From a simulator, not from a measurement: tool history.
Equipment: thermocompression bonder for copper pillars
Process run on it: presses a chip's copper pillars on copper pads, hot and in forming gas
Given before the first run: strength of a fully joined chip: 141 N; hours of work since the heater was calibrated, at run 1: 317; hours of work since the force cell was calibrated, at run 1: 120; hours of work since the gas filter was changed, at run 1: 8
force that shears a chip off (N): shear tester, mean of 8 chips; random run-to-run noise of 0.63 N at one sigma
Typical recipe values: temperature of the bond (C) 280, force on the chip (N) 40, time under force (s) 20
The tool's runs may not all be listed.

run	hour	temperature of the bond (C)	force on the chip (N)	time under force (s)	hours of work since the heater was calibrated	hours of work since the force cell was calibrated	hours of work since the gas filter was changed	force that shears a chip off (N)
1	0	280	40	20	317	120	8	88.8
2	10.7	280	40	20	325	129	16	89.8
3	16.1	280	40	20	330	133	21	88.9
4	23.3	280	40	20	335	139	26	87.7
5	30.7	280	40	20	341	145	32	87.8
6	40.1	280	40	20	348	152	40	87
# hour 42.7: heater calibrated with a thermocouple chip
7	49.7	280	40	20	5	158	46	89
8	59	250	52	18	13	165	53	75.8
9	66.3	250	52	18	19	171	59	75.9
10	72	280	40	28	23	176	63	97.5

Same runs, no hidden state in the tool, same run-to-run variation:
The tool's hidden condition here consists of: true temperature of the bond over the reading, C; force that reaches the chip, % of what is set; oxide that the forming gas leaves, % of the face; drift of the gauge itself on shear_n, %.
run	force that shears a chip off (N)
1	87.3
2	88.4
3	87.6
4	86.5
5	86.7
6	86
7	86.3
8	72.7
9	72.8
10	95.2

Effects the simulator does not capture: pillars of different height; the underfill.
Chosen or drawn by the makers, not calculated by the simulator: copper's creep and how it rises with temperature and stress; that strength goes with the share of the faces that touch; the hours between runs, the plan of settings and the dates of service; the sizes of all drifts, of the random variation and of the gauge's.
